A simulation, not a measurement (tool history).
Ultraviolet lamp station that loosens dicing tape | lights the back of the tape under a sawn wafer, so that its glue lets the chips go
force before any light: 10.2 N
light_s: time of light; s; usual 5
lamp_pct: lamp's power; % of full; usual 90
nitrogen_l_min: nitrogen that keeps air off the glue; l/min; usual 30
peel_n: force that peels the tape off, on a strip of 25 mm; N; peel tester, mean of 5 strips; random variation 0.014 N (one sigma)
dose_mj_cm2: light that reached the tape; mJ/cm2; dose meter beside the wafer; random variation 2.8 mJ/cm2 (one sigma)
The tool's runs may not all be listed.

| run | hour | light_s | lamp_pct | nitrogen_l_min | peel_n | dose_mj_cm2 |
|---|---|---|---|---|---|---|
| 1 | 0.0 | 5 | 90 | 30 | 0.947 | 335 |
| 2 | 7.6 | 5 | 74 | 30 | 1.394 | 282 |
| 3 | 14.0 | 5 | 74 | 30 | 1.428 | 273 |
| 4 | 19.3 | 5 | 74 | 30 | 1.424 | 277 |
| 5 | 28.8 | 5 | 74 | 30 | 1.435 | 273 |
| 6 | 34.7 | 5 | 74 | 30 | 1.442 | 274 |
| 7 | 44.0 | 5 | 90 | 30 | 0.982 | 333 |
| 8 | 48.8 | 2 | 90 | 30 | 3.906 | 133 |
| 9 | 52.9 | 2 | 90 | 30 | 3.989 | 131 |
|  | 54.1 | window cleaned of glue's vapour |
| 10 | 61.9 | 2 | 81 | 19 | 4.898 | 121 |

Forecast run 11:
| 11 | 69.9 | 2 | 81 | 19 | ? | ? |

{"run 11": {"peel_n": 4.989, "dose_mj_cm2": 117}}
Without the tool's hidden state the same run would have given peel_n 4.164 N, dose_mj_cm2 147 mJ/cm2.

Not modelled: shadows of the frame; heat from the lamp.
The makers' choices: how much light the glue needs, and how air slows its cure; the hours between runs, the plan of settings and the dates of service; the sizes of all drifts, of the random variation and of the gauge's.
